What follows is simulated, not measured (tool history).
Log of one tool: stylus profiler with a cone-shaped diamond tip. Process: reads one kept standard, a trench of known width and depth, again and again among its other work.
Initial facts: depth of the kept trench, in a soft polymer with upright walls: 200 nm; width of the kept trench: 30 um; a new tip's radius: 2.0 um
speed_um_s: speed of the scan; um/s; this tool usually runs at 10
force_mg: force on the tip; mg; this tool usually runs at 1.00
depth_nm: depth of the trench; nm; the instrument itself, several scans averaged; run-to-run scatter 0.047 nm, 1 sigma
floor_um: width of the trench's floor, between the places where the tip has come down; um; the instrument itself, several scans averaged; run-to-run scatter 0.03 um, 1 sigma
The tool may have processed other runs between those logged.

run 1 hour=0.0 | speed_um_s=10 force_mg=1.00 | depth_nm=200.93 floor_um=28.07
run 2 hour=16.9 | speed_um_s=10 force_mg=1.00 | depth_nm=200.86 floor_um=28.07
run 3 hour=41.7 | speed_um_s=10 force_mg=0.35 | depth_nm=200.57 floor_um=28.05
run 4 hour=68.4 | speed_um_s=2 force_mg=1.00 | depth_nm=200.88 floor_um=28.14
run 5 hour=94.0 | speed_um_s=2 force_mg=1.00 | depth_nm=200.96 floor_um=28.17
run 6 hour=121.3 | speed_um_s=14 force_mg=1.00 | depth_nm=200.92 floor_um=28.05
run 7 hour=154.0 | speed_um_s=14 force_mg=1.00 | depth_nm=200.96 floor_um=28.06
run 8 hour=177.9 | speed_um_s=14 force_mg=1.00 | depth_nm=200.94 floor_um=27.98
run 9 hour=208.6 | speed_um_s=10 force_mg=1.00 | depth_nm=200.94 floor_um=28.03
run 10 hour=227.2 | speed_um_s=10 force_mg=1.00 | depth_nm=200.90 floor_um=28.03
run 11 hour=248.1 | speed_um_s=10 force_mg=1.00 | depth_nm=200.89 floor_um=28.06
run 12 hour=278.9 | speed_um_s=10 force_mg=1.00 | depth_nm=201.00 floor_um=28.02
run 13 hour=299.0 | speed_um_s=3 force_mg=1.00 | depth_nm=200.92 floor_um=28.15
run 14 hour=322.6 | speed_um_s=3 force_mg=1.00 | depth_nm=201.06 floor_um=28.10
run 15 hour=345.9 | speed_um_s=3 force_mg=1.00 | depth_nm=200.97 floor_um=28.15
run 16 hour=362.0 | speed_um_s=10 force_mg=1.72 | depth_nm=201.26 floor_um=28.11
run 17 hour=383.1 | speed_um_s=10 force_mg=1.72 | depth_nm=201.34 floor_um=28.07
run 18 hour=412.7 | speed_um_s=10 force_mg=1.72 | depth_nm=201.30 floor_um=28.04
run 19 hour=433.4 | speed_um_s=10 force_mg=1.72 | depth_nm=201.33 floor_um=28.07
run 20 hour=462.1 | speed_um_s=10 force_mg=1.72 | depth_nm=201.28 floor_um=28.11
run 21 hour=494.3 | speed_um_s=10 force_mg=1.72 | depth_nm=201.51 floor_um=28.04
run 22 hour=515.7 | speed_um_s=10 force_mg=1.00 | depth_nm=201.09 floor_um=28.09
run 23 hour=541.3 | speed_um_s=10 force_mg=1.00 | depth_nm=201.13 floor_um=28.02
run 24 hour=557.2 | speed_um_s=15 force_mg=2.03 | depth_nm=201.64 floor_um=27.99
run 25 hour=579.4 | speed_um_s=15 force_mg=2.03 | depth_nm=201.57 floor_um=28.07
run 26 hour=611.7 | speed_um_s=6 force_mg=0.72 | depth_nm=200.59 floor_um=28.09
run 27 hour=636.5 | speed_um_s=6 force_mg=0.72 | depth_nm=200.67 floor_um=28.09
run 28 hour=652.5 | speed_um_s=27 force_mg=0.40 | depth_nm=200.41 floor_um=27.74
run 29 hour=679.6 | speed_um_s=2 force_mg=0.40 | depth_nm=200.41 floor_um=28.17
run 30 hour=701.3 | speed_um_s=2 force_mg=0.38 | depth_nm=200.43 floor_um=28.11
run 31 hour=730.2 | speed_um_s=36 force_mg=0.97 | depth_nm=200.71 floor_um=27.75
run 32 hour=756.4 | speed_um_s=32 force_mg=0.71 | depth_nm=200.63 floor_um=27.76
run 33 hour=775.7 | speed_um_s=4 force_mg=0.42 | depth_nm=200.37 floor_um=28.04
run 34 hour=792.6 | speed_um_s=4 force_mg=0.42 | depth_nm=200.30 floor_um=28.03
run 35 hour=818.7 | speed_um_s=27 force_mg=0.86 | depth_nm=200.69 floor_um=27.81
run 36 hour=836.3 | speed_um_s=27 force_mg=0.86 | depth_nm=200.77 floor_um=27.83
run 37 hour=867.9 | speed_um_s=5 force_mg=0.75 | depth_nm=200.70 floor_um=28.06
run 38 hour=897.9 | speed_um_s=5 force_mg=0.75 | depth_nm=200.69 floor_um=28.05
run 39 hour=926.3 | speed_um_s=18 force_mg=0.43 | depth_nm=200.49 floor_um=27.84
run 40 hour=951.9 | speed_um_s=4 force_mg=0.39 | depth_nm=200.50 floor_um=28.02
run 41 hour=980.3 | speed_um_s=5 force_mg=1.57 | depth_nm=201.01 floor_um=28.07
run 42 hour=1001.7 | speed_um_s=17 force_mg=1.31 | depth_nm=200.99 floor_um=27.96
run 43 hour=1017.4 | speed_um_s=10 force_mg=0.64 | depth_nm=200.59 floor_um=27.92
run 44 hour=1038.2 | speed_um_s=4 force_mg=0.56 | depth_nm=200.58 floor_um=28.05
run 45 hour=1055.0 | speed_um_s=7 force_mg=0.51 | depth_nm=200.58 floor_um=27.99

Not shown: 2 entries that the log had between the listed runs. Between which runs, and how does the tool's hidden state differ before and after?
Between runs 20 and 21: height scale calibrated on a step standard (hour 465.2)
  height scale over the true one, %: 0.118 -> 0.171
  difference, measured minus the result without the unlogged condition, depth_nm: +0.24 -> +0.34 nm; floor_um: -0.11 -> -0.11 um
Between runs 25 and 26: height scale calibrated on a step standard, once more (hour 601.6)
  height scale over the true one, %: 0.179 -> -0.016
  difference, measured minus the result without the unlogged condition, depth_nm: +0.36 -> -0.03 nm; floor_um: -0.11 -> -0.12 um
